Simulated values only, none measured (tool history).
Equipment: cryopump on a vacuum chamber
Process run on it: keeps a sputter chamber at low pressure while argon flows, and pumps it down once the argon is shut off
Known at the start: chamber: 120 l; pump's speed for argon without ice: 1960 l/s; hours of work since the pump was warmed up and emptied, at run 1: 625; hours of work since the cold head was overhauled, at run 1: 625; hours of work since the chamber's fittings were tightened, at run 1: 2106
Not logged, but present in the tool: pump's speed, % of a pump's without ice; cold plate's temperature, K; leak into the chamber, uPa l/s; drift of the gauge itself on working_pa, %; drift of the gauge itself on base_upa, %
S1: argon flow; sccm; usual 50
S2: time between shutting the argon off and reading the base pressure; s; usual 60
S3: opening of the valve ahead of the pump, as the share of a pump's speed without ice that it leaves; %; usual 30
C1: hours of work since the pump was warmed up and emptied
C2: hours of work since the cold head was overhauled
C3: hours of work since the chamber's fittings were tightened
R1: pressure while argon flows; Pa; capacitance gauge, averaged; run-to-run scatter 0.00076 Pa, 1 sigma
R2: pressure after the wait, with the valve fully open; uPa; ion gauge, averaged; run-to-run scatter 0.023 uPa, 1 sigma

{"run": 1, "day": 0.0, "S1": 50, "S2": 60, "S3": 30, "C1": 625, "C2": 625, "C3": 2106, "R1": 0.1634, "R2": 2.42}
{"run": 2, "day": 1.162, "S1": 50, "S2": 60, "S3": 30, "C1": 647, "C2": 647, "C3": 2127, "R1": 0.1625, "R2": 2.52}
{"day": 2.246, "done": "pump warmed up, emptied and cooled again"}
{"run": 3, "day": 2.642, "S1": 50, "S2": 60, "S3": 30, "C1": 7, "C2": 670, "C3": 2151, "R1": 0.1446, "R2": 1.97}
{"run": 4, "day": 3.221, "S1": 50, "S2": 60, "S3": 30, "C1": 18, "C2": 681, "C3": 2161, "R1": 0.1455, "R2": 1.89}
{"run": 5, "day": 4.0, "S1": 50, "S2": 60, "S3": 30, "C1": 32, "C2": 695, "C3": 2176, "R1": 0.1452, "R2": 1.94}
{"run": 6, "day": 4.829, "S1": 50, "S2": 60, "S3": 30, "C1": 48, "C2": 710, "C3": 2191, "R1": 0.1441, "R2": 1.96}
{"run": 7, "day": 5.458, "S1": 50, "S2": 60, "S3": 27, "C1": 59, "C2": 722, "C3": 2203, "R1": 0.1618, "R2": 2.06}
{"run": 8, "day": 6.575, "S1": 50, "S2": 60, "S3": 27, "C1": 80, "C2": 743, "C3": 2223, "R1": 0.1628, "R2": 2.02}
{"run": 9, "day": 7.892, "S1": 50, "S2": 60, "S3": 27, "C1": 104, "C2": 767, "C3": 2247, "R1": 0.1618, "R2": 2.06}
{"run": 10, "day": 8.792, "S1": 50, "S2": 60, "S3": 30, "C1": 121, "C2": 783, "C3": 2264, "R1": 0.1462, "R2": 2.11}
{"run": 11, "day": 10.092, "S1": 50, "S2": 60, "S3": 30, "C1": 145, "C2": 807, "C3": 2288, "R1": 0.1476, "R2": 2.04}
{"run": 12, "day": 11.304, "S1": 50, "S2": 60, "S3": 30, "C1": 167, "C2": 830, "C3": 2310, "R1": 0.1476, "R2": 2.13}
{"run": 13, "day": 12.217, "S1": 50, "S2": 60, "S3": 19, "C1": 184, "C2": 846, "C3": 2327, "R1": 0.231, "R2": 2.12}
{"run": 14, "day": 13.35, "S1": 50, "S2": 60, "S3": 19, "C1": 204, "C2": 867, "C3": 2348, "R1": 0.2334, "R2": 2.1}
{"run": 15, "day": 13.892, "S1": 50, "S2": 60, "S3": 19, "C1": 214, "C2": 877, "C3": 2358, "R1": 0.2315, "R2": 2.17}
{"run": 16, "day": 14.825, "S1": 50, "S2": 60, "S3": 30, "C1": 232, "C2": 895, "C3": 2375, "R1": 0.1502, "R2": 2.16}
{"day": 15.367, "done": "leaking fittings of the chamber tightened, without venting"}
{"run": 17, "day": 16.238, "S1": 50, "S2": 60, "S3": 30, "C1": 256, "C2": 919, "C3": 16, "R1": 0.1499, "R2": 0.78}
{"run": 18, "day": 17.271, "S1": 50, "S2": 24, "S3": 30, "C1": 275, "C2": 938, "C3": 35, "R1": 0.1509, "R2": 1.64}
{"run": 19, "day": 18.112, "S1": 50, "S2": 24, "S3": 52, "C1": 291, "C2": 954, "C3": 51, "R1": 0.0896, "R2": 1.62}
{"run": 20, "day": 19.404, "S1": 25, "S2": 23, "S3": 30, "C1": 314, "C2": 977, "C3": 74, "R1": 0.0749, "R2": 1.72}
{"run": 21, "day": 19.983, "S1": 25, "S2": 23, "S3": 30, "C1": 325, "C2": 988, "C3": 85, "R1": 0.0752, "R2": 1.78}
{"run": 22, "day": 21.288, "S1": 84, "S2": 198, "S3": 30, "C1": 349, "C2": 1012, "C3": 109, "R1": 0.2568, "R2": 0.47}
{"run": 23, "day": 22.617, "S1": 23, "S2": 60, "S3": 30, "C1": 374, "C2": 1036, "C3": 134, "R1": 0.0701, "R2": 0.88}
{"run": 24, "day": 23.896, "S1": 23, "S2": 35, "S3": 35, "C1": 397, "C2": 1060, "C3": 157, "R1": 0.0605, "R2": 1.29}
{"run": 25, "day": 24.867, "S1": 50, "S2": 60, "S3": 18, "C1": 415, "C2": 1078, "C3": 175, "R1": 0.2497, "R2": 0.92}
{"run": 26, "day": 25.608, "S1": 50, "S2": 92, "S3": 29, "C1": 429, "C2": 1092, "C3": 189, "R1": 0.1605, "R2": 0.69}
{"run": 27, "day": 26.762, "S1": 50, "S2": 58, "S3": 17, "C1": 450, "C2": 1113, "C3": 210, "R1": 0.2658, "R2": 0.95}
{"run": 28, "day": 27.633, "S1": 57, "S2": 297, "S3": 37, "C1": 466, "C2": 1129, "C3": 226, "R1": 0.1463, "R2": 0.53}
{"run": 29, "day": 28.279, "S1": 50, "S2": 182, "S3": 30, "C1": 478, "C2": 1141, "C3": 238, "R1": 0.1571, "R2": 0.6}
{"run": 30, "day": 29.121, "S1": 28, "S2": 251, "S3": 19, "C1": 493, "C2": 1156, "C3": 253, "R1": 0.1341, "R2": 0.55}
{"run": 31, "day": 29.842, "S1": 29, "S2": 173, "S3": 30, "C1": 507, "C2": 1169, "C3": 266, "R1": 0.0904, "R2": 0.63}
{"run": 32, "day": 31.075, "S1": 43, "S2": 23, "S3": 15, "C1": 529, "C2": 1192, "C3": 289, "R1": 0.2609, "R2": 1.97}
{"run": 33, "day": 31.967, "S1": 43, "S2": 23, "S3": 15, "C1": 546, "C2": 1209, "C3": 306, "R1": 0.2602, "R2": 1.94}
{"run": 34, "day": 33.092, "S1": 43, "S2": 23, "S3": 15, "C1": 566, "C2": 1229, "C3": 326, "R1": 0.2606, "R2": 1.93}

What differs in the tool's unlogged condition from the final listed run ahead of each entry between runs to the first listed run following it?
Logged between run 2 and run 3: pump warmed up, emptied and cooled again (day 2.246)
  pump's speed, % of a pump's without ice: 68.8 -> 98.9; cold plate's temperature, K: 12.35 -> 12.36; leak into the chamber, uPa l/s: 2568 -> 2593
  what was measured, less what the result would be without the hidden state, R1: +0.0198 -> +0.0008 Pa; R2: +1.79 -> +1.21 uPa
Logged between run 16 and run 17: leaking fittings of the chamber tightened, without venting (day 15.367)
  pump's speed, % of a pump's without ice: 88.9 -> 87.9; cold plate's temperature, K: 12.43 -> 12.44; leak into the chamber, uPa l/s: 2829 -> 391
  what was measured, less what the result would be without the hidden state, R1: +0.0059 -> +0.0064 Pa; R2: +1.47 -> +0.07 uPa

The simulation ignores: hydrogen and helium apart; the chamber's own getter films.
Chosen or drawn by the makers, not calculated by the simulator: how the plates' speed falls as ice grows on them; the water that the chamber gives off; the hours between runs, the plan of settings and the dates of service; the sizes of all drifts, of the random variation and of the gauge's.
